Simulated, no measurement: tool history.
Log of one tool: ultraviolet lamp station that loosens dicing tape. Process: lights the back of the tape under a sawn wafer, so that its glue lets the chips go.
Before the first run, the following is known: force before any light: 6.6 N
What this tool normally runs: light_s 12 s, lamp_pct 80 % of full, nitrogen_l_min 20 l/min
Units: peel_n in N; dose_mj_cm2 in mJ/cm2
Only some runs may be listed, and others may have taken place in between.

run     day  light_s  lamp_pct  nitrogen_l_min  peel_n  dose_mj_cm2
  1   0.000       12        80              20   0.363          223
  2   0.788       12        80              20   0.360          221
  3   2.692       12        80              18   0.425          221
  4   4.488       12        80              27   0.327          220
  5   6.233       12        80              20   0.408          220
  6   8.100       12        80              20   0.406          216
      8.283  -- window cleaned of glue's vapour
  7   9.746       12        80              20   0.416          210
  8  10.950       12        80              20   0.433          207
  9  11.850       10        80              20   0.567          173
 10  13.262       10        80              20   0.615          167
 11  14.179        9        80              16   0.865          151
 12  15.346        9        80               9   1.207          154
     16.567  -- window cleaned of glue's vapour, once more
 13  16.879       11        68               6   1.302          171
 14  17.708       11        68               6   1.275          171
 15  18.521       23        73              24   0.215          380
 16  19.683       11        72              14   0.720          178
 17  20.508       12        85               7   0.722          230
 18  21.588        8        77              35   0.650          135
 19  23.512       12        73               7   0.944          194
 20  25.192       12        73               7   0.984          193

Difference, measured minus no-hidden-state, one row per run. Run-to-run variation is common to both terms; the gauge's own scatter need not be:
Unlogged tool condition in this case: lamp's light, % of a new lamp's; light that the window lets through, % of a clean one's; drift of the gauge itself on peel_n, %; drift of the gauge itself on dose_mj_cm2, %.
run  peel_n  dose_mj_cm2
  1  +0.044          -20
  2  +0.045          -20
  3  +0.061          -23
  4  +0.044          -24
  5  +0.066          -27
  6  +0.075          -29
  7  +0.095          -36
  8  +0.102          -38
  9  +0.156          -32
 10  +0.172          -34
 11  +0.246          -32
 12  +0.327          -32
 13  +0.196          -19
 14  +0.200          -20
 15  +0.005          -46
 16  +0.142          -24
 17  +0.149          -31
 18  +0.139          -19
 19  +0.209          -30
 20  +0.228          -32

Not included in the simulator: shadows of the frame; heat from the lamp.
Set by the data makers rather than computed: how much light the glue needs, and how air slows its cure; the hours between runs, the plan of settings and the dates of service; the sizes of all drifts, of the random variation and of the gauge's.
